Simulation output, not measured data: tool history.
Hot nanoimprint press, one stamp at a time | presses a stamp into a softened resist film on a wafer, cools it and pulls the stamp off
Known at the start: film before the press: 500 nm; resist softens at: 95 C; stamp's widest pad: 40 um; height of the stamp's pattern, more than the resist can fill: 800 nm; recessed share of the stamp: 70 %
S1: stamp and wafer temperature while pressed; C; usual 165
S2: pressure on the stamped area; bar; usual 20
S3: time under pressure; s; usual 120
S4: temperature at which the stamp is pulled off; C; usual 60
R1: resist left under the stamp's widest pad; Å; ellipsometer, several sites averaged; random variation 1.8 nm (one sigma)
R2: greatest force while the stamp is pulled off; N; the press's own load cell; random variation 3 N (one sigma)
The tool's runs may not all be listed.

| run | hour | S1 | S2 | S3 | S4 | R1 | R2 |
|---|---|---|---|---|---|---|---|
| 1 | 0 | 165 | 20 | 120 | 60 | 2868 | 144 |
| 2 | 23.3 | 165 | 20 | 120 | 60 | 2878 | 139 |
| 3 | 40.2 | 165 | 20 | 120 | 60 | 2881 | 141 |
| 4 | 64.5 | 156 | 20 | 120 | 60 | 3775 | 137 |
| 5 | 75.5 | 156 | 20 | 120 | 60 | 3791 | 143 |
| 6 | 95.1 | 156 | 20 | 120 | 60 | 3786 | 140 |
| 7 | 116.4 | 156 | 20 | 120 | 60 | 3758 | 134 |
| 8 | 137.3 | 156 | 20 | 120 | 60 | 3759 | 144 |
| 9 | 150.1 | 165 | 20 | 120 | 60 | 2846 | 137 |
| 10 | 174.5 | 155 | 20 | 120 | 60 | 3880 | 142 |
| 11 | 197.5 | 155 | 20 | 120 | 60 | 3843 | 133 |
| 12 | 217.8 | 155 | 20 | 120 | 60 | 3900 | 142 |
| 13 | 230.1 | 155 | 20 | 120 | 60 | 3853 | 142 |
| 14 | 241 | 155 | 20 | 120 | 60 | 3900 | 136 |
| 15 | 252.9 | 170 | 23.3 | 120 | 60 | 2274 | 144 |
| 16 | 270.6 | 170 | 23.3 | 120 | 60 | 2255 | 139 |
| 17 | 282.9 | 170 | 23.3 | 120 | 60 | 2249 | 136 |
| 18 | 302.3 | 165 | 20 | 160 | 60 | 2617 | 137 |
| 19 | 314.1 | 165 | 20 | 160 | 60 | 2585 | 139 |
| 20 | 327.8 | 154 | 14.6 | 65 | 49 | 4473 | 179 |
| 21 | 345.8 | 171 | 18.1 | 69 | 60 | 2919 | 145 |
| 22 | 356.1 | 171 | 27.7 | 73 | 60 | 2449 | 135 |
| 23 | 376.5 | 165 | 20 | 105 | 60 | 3036 | 139 |
| 24 | 404.1 | 165 | 20 | 105 | 60 | 3006 | 138 |
| 25 | 420.5 | 156 | 20 | 120 | 60 | 3764 | 141 |
| 26 | 437.9 | 156 | 17.9 | 177 | 65 | 3565 | 121 |
| 27 | 450.8 | 157 | 29.4 | 132 | 60 | 3254 | 139 |

Taken out of this log: 2 entries between the listed runs. Where each belongs, and how the hidden state differs across it:
Between runs 6 and 7: plate thermocouple calibrated (hour 104.4)
  true temperature over the reading, C: -0.09 -> -0.01
Between runs 23 and 24: stamp cleaned and given a new release coat (hour 395.9)
  pressure that arrives at the usual setting, %: 99.87 -> 99.86; grip of the stamp's worn release coat, % over a new coat's: 1.2 -> 0
